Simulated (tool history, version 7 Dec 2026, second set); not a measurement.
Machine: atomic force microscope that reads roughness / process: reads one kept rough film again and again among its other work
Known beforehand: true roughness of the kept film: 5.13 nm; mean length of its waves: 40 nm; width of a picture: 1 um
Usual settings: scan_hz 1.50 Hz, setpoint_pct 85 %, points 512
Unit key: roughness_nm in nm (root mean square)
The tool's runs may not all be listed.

{"run": 1, "hour": 0.0, "scan_hz": 1.5, "setpoint_pct": 85, "points": 512, "roughness_nm": 3.982}
{"hour": 8.0, "done": "new tip fitted"}
{"run": 2, "hour": 12.6, "scan_hz": 1.5, "setpoint_pct": 85, "points": 512, "roughness_nm": 3.98}
{"run": 3, "hour": 23.0, "scan_hz": 1.5, "setpoint_pct": 85, "points": 512, "roughness_nm": 3.994}
{"run": 4, "hour": 35.3, "scan_hz": 1.5, "setpoint_pct": 85, "points": 512, "roughness_nm": 3.99}
{"run": 5, "hour": 43.3, "scan_hz": 1.5, "setpoint_pct": 85, "points": 512, "roughness_nm": 3.96}
{"hour": 52.7, "done": "new tip fitted"}
{"run": 6, "hour": 54.8, "scan_hz": 1.5, "setpoint_pct": 85, "points": 512, "roughness_nm": 3.997}
{"run": 7, "hour": 66.6, "scan_hz": 0.51, "setpoint_pct": 85, "points": 512, "roughness_nm": 4.343}
{"run": 8, "hour": 72.0, "scan_hz": 0.51, "setpoint_pct": 85, "points": 512, "roughness_nm": 4.317}
{"run": 9, "hour": 81.2, "scan_hz": 0.51, "setpoint_pct": 85, "points": 512, "roughness_nm": 4.31}
{"run": 10, "hour": 92.7, "scan_hz": 0.51, "setpoint_pct": 85, "points": 512, "roughness_nm": 4.32}
{"hour": 97.3, "done": "new tip fitted"}
{"run": 11, "hour": 103.1, "scan_hz": 0.51, "setpoint_pct": 85, "points": 512, "roughness_nm": 4.353}
{"run": 12, "hour": 111.4, "scan_hz": 0.51, "setpoint_pct": 85, "points": 512, "roughness_nm": 4.339}
{"run": 13, "hour": 120.2, "scan_hz": 0.51, "setpoint_pct": 85, "points": 512, "roughness_nm": 4.344}
{"run": 14, "hour": 127.8, "scan_hz": 0.51, "setpoint_pct": 85, "points": 512, "roughness_nm": 4.335}
{"run": 15, "hour": 134.7, "scan_hz": 0.51, "setpoint_pct": 85, "points": 512, "roughness_nm": 4.321}
{"hour": 141.3, "done": "new tip fitted"}
{"run": 16, "hour": 143.7, "scan_hz": 0.51, "setpoint_pct": 85, "points": 512, "roughness_nm": 4.328}
{"run": 17, "hour": 149.2, "scan_hz": 0.51, "setpoint_pct": 85, "points": 512, "roughness_nm": 4.322}
{"run": 18, "hour": 155.4, "scan_hz": 3.38, "setpoint_pct": 61, "points": 512, "roughness_nm": 4.195}
{"run": 19, "hour": 162.2, "scan_hz": 0.73, "setpoint_pct": 85, "points": 324, "roughness_nm": 4.254}
{"run": 20, "hour": 171.4, "scan_hz": 1.02, "setpoint_pct": 74, "points": 512, "roughness_nm": 4.296}
{"run": 21, "hour": 180.4, "scan_hz": 1.02, "setpoint_pct": 74, "points": 512, "roughness_nm": 4.284}
{"hour": 185.7, "done": "new tip fitted"}
{"run": 22, "hour": 190.9, "scan_hz": 2.11, "setpoint_pct": 56, "points": 841, "roughness_nm": 4.384}
{"run": 23, "hour": 200.1, "scan_hz": 2.11, "setpoint_pct": 56, "points": 841, "roughness_nm": 4.365}
{"run": 24, "hour": 205.3, "scan_hz": 1.31, "setpoint_pct": 89, "points": 841, "roughness_nm": 3.99}
{"run": 25, "hour": 212.3, "scan_hz": 3.5, "setpoint_pct": 89, "points": 841, "roughness_nm": 3.264}
{"run": 26, "hour": 218.5, "scan_hz": 3.5, "setpoint_pct": 89, "points": 841, "roughness_nm": 3.284}
{"run": 27, "hour": 225.7, "scan_hz": 0.65, "setpoint_pct": 78, "points": 979, "roughness_nm": 4.384}
{"hour": 229.9, "done": "new tip fitted"}
{"run": 28, "hour": 238.1, "scan_hz": 0.65, "setpoint_pct": 78, "points": 979, "roughness_nm": 4.346}
{"run": 29, "hour": 245.5, "scan_hz": 0.65, "setpoint_pct": 78, "points": 979, "roughness_nm": 4.35}
{"run": 30, "hour": 251.0, "scan_hz": 1.5, "setpoint_pct": 78, "points": 405, "roughness_nm": 4.136}

Each run again, without the hidden state but with its own random variation kept:
The tool's hidden condition here consists of: radius of the tip, nm; height scale over the true one, %; drift of the gauge itself on roughness_nm, %.
run=1 roughness_nm=4.001
run=2 roughness_nm=3.983
run=3 roughness_nm=4.002
run=4 roughness_nm=4.004
run=5 roughness_nm=3.979
run=6 roughness_nm=3.999
run=7 roughness_nm=4.351
run=8 roughness_nm=4.328
run=9 roughness_nm=4.326
run=10 roughness_nm=4.342
run=11 roughness_nm=4.357
run=12 roughness_nm=4.348
run=13 roughness_nm=4.357
run=14 roughness_nm=4.353
run=15 roughness_nm=4.342
run=16 roughness_nm=4.330
run=17 roughness_nm=4.327
run=18 roughness_nm=4.203
run=19 roughness_nm=4.266
run=20 roughness_nm=4.314
run=21 roughness_nm=4.307
run=22 roughness_nm=4.387
run=23 roughness_nm=4.373
run=24 roughness_nm=4.000
run=25 roughness_nm=3.275
run=26 roughness_nm=3.297
run=27 roughness_nm=4.407
run=28 roughness_nm=4.351
run=29 roughness_nm=4.359
run=30 roughness_nm=4.148

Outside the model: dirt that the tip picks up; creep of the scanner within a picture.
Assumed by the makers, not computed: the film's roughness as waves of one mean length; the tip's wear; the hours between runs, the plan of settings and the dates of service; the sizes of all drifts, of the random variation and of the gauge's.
